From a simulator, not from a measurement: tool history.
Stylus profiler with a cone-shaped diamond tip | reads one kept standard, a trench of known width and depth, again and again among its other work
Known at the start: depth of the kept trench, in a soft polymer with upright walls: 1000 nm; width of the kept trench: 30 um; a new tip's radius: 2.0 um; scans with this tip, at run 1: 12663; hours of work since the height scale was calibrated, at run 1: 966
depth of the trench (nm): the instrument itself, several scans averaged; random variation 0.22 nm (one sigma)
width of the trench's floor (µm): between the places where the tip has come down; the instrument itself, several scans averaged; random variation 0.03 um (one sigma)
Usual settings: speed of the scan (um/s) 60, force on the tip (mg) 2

run      day  speed of the scan (um/s)  force on the tip (mg)  scans with this tip  hours of work since the height scale was calibrated  depth of the trench (nm)  width of the trench's floor (µm)
  1        0                        60                      2                12663                                                  966                    1002.3                             24.07
  2    3.442                        60                   2.08                12888                                                 1020                   1002.31                             24.01
  3    7.967                        36                      2                13184                                                 1091                   1002.05                             24.14
  4   11.008                        36                      2                13383                                                 1138                      1002                             24.08
  5   13.908                        36                      2                13572                                                 1183                   1001.99                             24.02
  6   17.371                        36                      2                13799                                                 1237                   1001.85                             24.03
  7   20.767                        36                      2                14021                                                 1290                   1001.92                             23.99
  8     25.7                        60                      2                14343                                                 1367                   1001.52                             23.86
  9   28.833                        60                      2                14548                                                 1416                   1001.55                             23.78
      30.088  -- new tip fitted, height scale calibrated
 10    34.55                        60                      2                  292                                                   70                   1005.34                             26.14
 11   38.504                        60                      2                  551                                                  131                   1004.84                             26.09
 12   42.371                        60                      2                  803                                                  191                   1004.17                             26.02
 13   46.729                        60                   4.58                 1088                                                  259                   1007.81                             26.04
 14   51.471                        60                   4.58                 1398                                                  333                   1007.66                             25.99
 15   55.704                        60                   1.13                 1675                                                  399                   1002.47                             25.73
 16   58.258                        60                      2                 1841                                                  439                   1003.66                              25.8
 17   62.696                        49                      2                 2131                                                  508                   1003.72                              25.8
 18   68.342                        49                      2                 2500                                                  596                    1003.6                             25.66
 19   72.433                        49                      2                 2768                                                  660                   1002.96                             25.71
 20       78                        49                      2                 3132                                                  747                   1002.76                             25.58
 21   83.642                        49                      2                 3500                                                  835                   1002.93                             25.47
 22   86.292                        49                   3.03                 3674                                                  876                   1004.02                             25.52
 23     90.1                        49                   3.62                 3923                                                  935                   1004.48                             25.51
 24   93.342                        49                   3.62                 4134                                                  986                   1004.38                             25.53
 25   97.883                        60                   0.83                 4431                                                 1057                    999.89                             25.14
 26   103.55                        16                   2.79                 4802                                                 1145                    1002.4                             25.51
 27    106.7                       116                    1.4                 5007                                                 1194                   1000.43                             24.73
 28  109.683                        19                    2.9                 5202                                                 1241                   1002.83                             25.41
 29  113.492                        74                   2.24                 5451                                                 1300                   1001.35                             25.09
 30  116.875                       123                   2.89                 5672                                                 1353                   1002.21                             24.91
 31    122.7                        65                   4.05                 6053                                                 1443                   1003.65                             25.06
 32  125.446                        65                   4.05                 6233                                                 1486                   1003.68                             25.06
 33  127.833                        65                   4.05                 6389                                                 1523                   1003.63                             25.05
 34  131.408                        65                   4.05                 6622                                                 1579                   1002.92                             24.98
 35  134.392                       225                   2.88                 6817                                                 1626                   1001.61                              24.2
 36  137.729                        71                   4.24                 7035                                                 1678                   1002.95                             24.86
 37  140.758                       142                    4.1                 7233                                                 1725                   1003.23                             24.59
 38  143.308                       189                   3.58                 7400                                                 1765                   1001.82                             24.33
 39  147.267                       189                   3.58                 7659                                                 1826                   1001.78                              24.3
 40  153.067                       234                   3.58                 8038                                                 1917                   1001.07                             24.11
 41  158.133                       234                   0.72                 8369                                                 1996                    997.07                             22.91
     160.112  -- height scale calibrated on a step standard
 42  163.408                        15                    1.5                 8712                                                   51                   1003.61                             24.77
 43  166.658                        15                    1.5                 8925                                                  102                   1003.55                             24.72
 44  171.558                        15                    1.5                 9245                                                  178                   1003.37                             24.73
 45  175.158                        15                    1.5                 9480                                                  235                   1003.36                             24.73
 46  179.792                        15                    1.5                 9783                                                  307                   1003.04                             24.65

Hidden state or all else? Some run-to-run changes of depth of the trench (nm), split into what the settings, what came in and random variation would give without the hidden state, and what is left for the hidden state (with any gauge scatter that isn't in both results):
The hidden state here: radius of the tip, um; height scale over the true one, %; drift of the gauge itself on depth_nm, %; drift of the gauge itself on floor_um, %.
Run 9 -> 10: new tip fitted, height scale calibrated. depth of the trench (nm) +3.79: hidden state +3.74, all else +0.05.
Run 14 -> 15: force on the tip (mg) 4.58 -> 1.13. depth of the trench (nm) -5.19: hidden state -0.21, all else -4.98.
Run 17 -> 18: no setting changed, nothing entered. depth of the trench (nm) -0.12: hidden state -0.28, all else +0.16.
Run 24 -> 25: speed of the scan (um/s) 49 -> 60, force on the tip (mg) 3.62 -> 0.83. depth of the trench (nm) -4.49: hidden state -0.2, all else -4.29.
Run 41 -> 42: speed of the scan (um/s) 234 -> 15, force on the tip (mg) 0.72 -> 1.5, height scale calibrated on a step standard. depth of the trench (nm) +6.54: hidden state +5.52, all else +1.02.
